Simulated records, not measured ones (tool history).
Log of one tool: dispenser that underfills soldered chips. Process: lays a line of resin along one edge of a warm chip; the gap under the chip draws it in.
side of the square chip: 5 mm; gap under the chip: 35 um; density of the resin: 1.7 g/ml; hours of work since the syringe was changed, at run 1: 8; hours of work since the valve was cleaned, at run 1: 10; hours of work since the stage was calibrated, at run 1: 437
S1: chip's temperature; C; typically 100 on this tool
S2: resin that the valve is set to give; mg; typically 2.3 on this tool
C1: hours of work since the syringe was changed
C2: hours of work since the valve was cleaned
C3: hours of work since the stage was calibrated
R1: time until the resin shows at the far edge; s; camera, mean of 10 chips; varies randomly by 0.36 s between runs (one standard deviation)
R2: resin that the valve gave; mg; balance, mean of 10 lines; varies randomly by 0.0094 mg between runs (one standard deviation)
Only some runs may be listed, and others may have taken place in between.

run,hour,S1,S2,C1,C2,C3,R1,R2
1,0,100,2.3,8,10,437,30.6,2.288
# hour 2.6: new syringe of resin
2,14.8,100,2.33,9,21,448,32.1,2.308
# hour 16: new syringe of resin
3,21.8,100,2.33,4,26,453,24,2.288
# hour 29.3: new syringe of resin
4,32.8,100,2.33,3,34,461,21.1,2.281
# hour 42.5: new syringe of resin
5,43.3,100,2.3,1,41,468,18.5,2.214
# hour 55.6: new syringe of resin
6,56.4,114,2.3,1,51,478,12.3,2.228
7,63.9,114,2.3,6,56,483,18.6,2.207
# hour 68.5: new syringe of resin
8,73.7,114,2.3,4,63,490,15.7,2.206
# hour 81.5: new syringe of resin
9,89.5,100,2.19,6,75,502,27,2.072
# hour 94.8: new syringe of resin
10,101.7,100,2.84,5,84,510,24.5,2.683
# hour 106.3: dispensing valve cleaned and set on the balance
# hour 109.3: new syringe of resin
11,110.9,100,2.99,1,3,516,18.4,2.984
# hour 122.2: new syringe of resin
12,124.9,100,2.78,2,13,526,19.7,2.757
# hour 135.7: new syringe of resin
13,139.9,112,2.81,3,24,537,15.9,2.764
# hour 148.8: new syringe of resin
14,152.5,112,2.81,3,33,546,14.8,2.753
# hour 161.9: new syringe of resin
15,167.3,112,2.81,4,44,557,16.2,2.73
# hour 174.9: new syringe of resin
16,179.5,109,2.25,3,53,566,17.3,2.172
# hour 188: new syringe of resin
17,195.6,100,2.2,6,64,578,25.4,2.093
# hour 200.8: new syringe of resin
18,205.6,111,2.8,4,72,585,16.9,2.659
# hour 213.9: new syringe of resin
19,218.8,99,2.98,4,81,594,22.5,2.817
# hour 227: dispensing valve cleaned and set on the balance
20,227,111,2.45,9,0,600,24.7,2.449
# hour 228.1: new syringe of resin
21,236.3,93,2.78,6,7,606,30.3,2.764
# hour 241.2: new syringe of resin
22,245.5,89,2.21,3,13,613,29,2.179

Below, some changes in R1 between adjacent runs. For each, the amount present without the hidden state too (settings, incoming material, random variation) and the amount remaining for the hidden state with gauge scatter not shared by both compared results:
The tool's hidden condition here consists of: resin's viscosity, % of fresh resin's; dose that the valve gives, % of what is set; true chip temperature over the reading, C; drift of the gauge itself on fill_s, %; drift of the gauge itself on given_mg, %.
Run 2 -> 3: new syringe of resin. R1 -8.1 s: hidden state -8.7, all else +0.6.
Run 8 -> 9: S1 114 -> 100, S2 2.3 -> 2.19, new syringe of resin. R1 +11.3 s: hidden state +4.6, all else +6.7.
Run 17 -> 18: S1 100 -> 111, S2 2.2 -> 2.8, new syringe of resin. R1 -8.5 s: hidden state -3.6, all else -4.9.
Run 19 -> 20: S1 99 -> 111, S2 2.98 -> 2.45, dispensing valve cleaned and set on the balance. R1 +2.2 s: hidden state +6.6, all else -4.4.
